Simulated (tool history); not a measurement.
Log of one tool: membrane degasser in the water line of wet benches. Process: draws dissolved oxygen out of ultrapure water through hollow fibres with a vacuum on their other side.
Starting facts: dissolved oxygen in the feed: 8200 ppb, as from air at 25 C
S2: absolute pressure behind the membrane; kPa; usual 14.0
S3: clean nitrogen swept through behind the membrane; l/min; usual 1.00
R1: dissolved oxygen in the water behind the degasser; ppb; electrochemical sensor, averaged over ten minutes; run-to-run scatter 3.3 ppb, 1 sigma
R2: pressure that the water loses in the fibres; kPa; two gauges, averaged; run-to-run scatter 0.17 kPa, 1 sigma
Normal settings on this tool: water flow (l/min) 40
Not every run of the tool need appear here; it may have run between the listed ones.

Run 1, hour 0.0: usual settings. Result: R1 826.7 ppb, R2 29.24 kPa.
Run 2, hour 151.1: usual settings. Result: R1 824.7 ppb, R2 29.05 kPa.
Run 3, hour 378.8: usual settings. Result: R1 821.6 ppb, R2 28.88 kPa.
Run 4, hour 588.6: usual settings. Result: R1 826.0 ppb, R2 29.22 kPa.
Run 5, hour 790.3: usual settings. Result: R1 824.9 ppb, R2 29.17 kPa.
Run 6, hour 988.4: usual settings. Result: R1 820.1 ppb, R2 28.98 kPa.
Run 7, hour 1117.9: usual settings. Result: R1 829.9 ppb, R2 29.14 kPa.
Run 8, hour 1323.9: usual settings. Result: R1 827.1 ppb, R2 29.44 kPa.
Run 9, hour 1437.6: usual settings but S2 9.6 kPa. Result: R1 518.6 ppb, R2 29.12 kPa.
Run 10, hour 1641.3: usual settings. Result: R1 824.6 ppb, R2 28.99 kPa.
Run 11, hour 1760.7: usual settings. Result: R1 821.8 ppb, R2 28.89 kPa.
Run 12, hour 1906.5: usual settings but S2 17.8 kPa. Result: R1 1075.5 ppb, R2 28.93 kPa.
At hour 1963.7: vacuum gauge calibrated.
Run 13, hour 2000.6: usual settings but S2 17.8 kPa. Result: R1 1084.0 ppb, R2 29.05 kPa.
Run 14, hour 2175.1: usual settings. Result: R1 829.7 ppb, R2 29.03 kPa.
Run 15, hour 2348.6: usual settings. Result: R1 839.7 ppb, R2 29.37 kPa.
Run 16, hour 2517.7: usual settings. Result: R1 835.4 ppb, R2 29.20 kPa.
At hour 2624.7: vacuum gauge calibrated, once more.
Run 17, hour 2705.4: usual settings but water flow (l/min) 62, S2 21.5 kPa, S3 0.82 l/min. Result: R1 1962.7 ppb, R2 45.72 kPa.
Run 18, hour 2809.5: usual settings but water flow (l/min) 50, S2 9.1 kPa, S3 0.90 l/min. Result: R1 584.9 ppb, R2 36.61 kPa.
Run 19, hour 2903.5: usual settings but water flow (l/min) 38, S2 25.4 kPa. Result: R1 1464.2 ppb, R2 27.64 kPa.
Run 20, hour 3090.3: usual settings but water flow (l/min) 38, S2 31.7 kPa, S3 0.67 l/min. Result: R1 2326.9 ppb, R2 27.71 kPa.
Run 21, hour 3195.4: usual settings but water flow (l/min) 62, S2 32.6 kPa, S3 1.81 l/min. Result: R1 1724.4 ppb, R2 45.65 kPa.
Run 22, hour 3395.1: usual settings but water flow (l/min) 62, S2 32.6 kPa, S3 1.81 l/min. Result: R1 1735.1 ppb, R2 45.41 kPa.
Run 23, hour 3552.9: usual settings but water flow (l/min) 62, S2 32.6 kPa, S3 1.81 l/min. Result: R1 1731.9 ppb, R2 45.23 kPa.
Run 24, hour 3667.9: usual settings but water flow (l/min) 62, S2 32.6 kPa, S3 1.81 l/min. Result: R1 1740.9 ppb, R2 45.81 kPa.
Run 25, hour 3862.2: usual settings but S2 17.8 kPa, S3 1.03 l/min. Result: R1 1039.2 ppb, R2 29.65 kPa.
Run 26, hour 3985.0: usual settings but water flow (l/min) 58, S2 18.7 kPa, S3 1.38 l/min. Result: R1 1168.2 ppb, R2 42.66 kPa.
Run 27, hour 4170.5: usual settings but water flow (l/min) 54, S2 18.9 kPa, S3 0.63 l/min. Result: R1 1851.2 ppb, R2 39.82 kPa.
Run 28, hour 4280.1: usual settings but water flow (l/min) 54, S2 18.9 kPa, S3 0.63 l/min. Result: R1 1851.7 ppb, R2 39.58 kPa.
Run 29, hour 4395.2: usual settings but water flow (l/min) 50, S2 33.6 kPa, S3 2.39 l/min. Result: R1 1237.6 ppb, R2 36.79 kPa.
Run 30, hour 4575.0: usual settings but water flow (l/min) 50, S2 33.6 kPa, S3 2.39 l/min. Result: R1 1236.7 ppb, R2 36.57 kPa.
Run 31, hour 4780.9: usual settings but water flow (l/min) 34, S2 33.6 kPa, S3 2.39 l/min. Result: R1 909.5 ppb, R2 25.15 kPa.

What if the next run were any one of these 5? Each begins from the tool's condition after run 31:
Run A, hour 4978.5: usual settings but water flow (l/min) 46, S2 14.7 kPa. Result: R1 ?, R2 ?.
Run B, hour 4978.5: usual settings but water flow (l/min) 30, S2 15.5 kPa, S3 2.85 l/min. Result: R1 ?, R2 ?.
Run C, hour 4978.5: usual settings but water flow (l/min) 57, S2 12.7 kPa, S3 1.44 l/min. Result: R1 ?, R2 ?.
Run D, hour 4978.5: usual settings but water flow (l/min) 34, S2 30.2 kPa, S3 0.42 l/min. Result: R1 ?, R2 ?.
Run E, hour 4978.5: usual settings but water flow (l/min) 59, S2 33.6 kPa, S3 2.39 l/min. Result: R1 ?, R2 ?.

run      R1     R2
  A   950.7  33.96
  B   300.9  21.87
  C   731.1  42.05
  D  2724.7  25.19
  E  1413.0  43.26
The same runs, with their run-to-run variation unchanged, on a tool lacking any hidden condition would have given:
run      R1     R2
  A   943.9  33.28
  B   295.1  21.43
  C   722.9  41.20
  D  2729.3  24.68
  E  1401.8  42.39
